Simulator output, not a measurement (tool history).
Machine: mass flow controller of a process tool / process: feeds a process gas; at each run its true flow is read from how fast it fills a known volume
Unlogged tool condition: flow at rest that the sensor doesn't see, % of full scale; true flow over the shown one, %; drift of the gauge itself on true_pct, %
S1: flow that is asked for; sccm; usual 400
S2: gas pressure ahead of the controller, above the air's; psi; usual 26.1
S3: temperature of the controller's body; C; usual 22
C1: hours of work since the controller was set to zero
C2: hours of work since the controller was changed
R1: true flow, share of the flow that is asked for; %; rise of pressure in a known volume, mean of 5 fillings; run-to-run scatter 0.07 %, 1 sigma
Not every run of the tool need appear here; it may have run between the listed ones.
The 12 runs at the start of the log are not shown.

run    hour   S1    S2  S3    C1    C2     R1
 13   815.7  400  26.1  22  1257  1257  98.66
 14   864.6  400  26.1  22  1275  1275  98.67
 15   906.2  400  26.1  22  1291  1291  98.59
 16   972.4  400  26.1  22  1316  1316  98.45
 17  1039.6  400  26.1  22  1342  1342  98.35
 18  1084.0  400  26.1  22  1359  1359  98.42
 19  1175.3  400  26.1  22  1394  1394  98.37
 20  1220.5  400  26.1  22  1411  1411  98.08
 21  1284.5  349  28.6  35  1436  1436  97.70
 22  1350.3  841  23.1  38  1461  1461  97.80
 23  1449.0  149  23.1  24  1498  1498  97.56
     1505.8  -- gauge calibrated
 24  1518.2  728  26.1  24  1525  1525  99.61
 25  1579.2  400  26.1  23  1548  1548  99.26
 26  1620.0  400  26.1  23  1564  1564  99.27
 27  1671.0  280  26.1  23  1583  1583  99.09
 28  1722.2  398  38.7  32  1603  1603  99.27
 29  1822.5  398  38.7  32  1641  1641  99.36
 30  1874.4  398  38.7  32  1661  1661  99.16
 31  1932.7  109  27.3  22  1683  1683  98.74
 32  2011.7  307  26.1  27  1713  1713  98.54
 33  2108.4  570  36.5  24  1750  1750  99.46

Each row is a separate what-if for the run after 33, all from the same tool condition, not one after another. Results?
  A  2188.4  301  25.4  24  1781  1781   ?
  B  2188.4  815  26.1  22  1781  1781   ?
  C  2188.4  812  36.5  24  1781  1781   ?

run     R1
  A  98.49
  B  99.40
  C  99.68
With the hidden condition removed and each run's random variation left untouched, the same runs would have given:
run      R1
  A   99.07
  B   99.98
  C  100.26
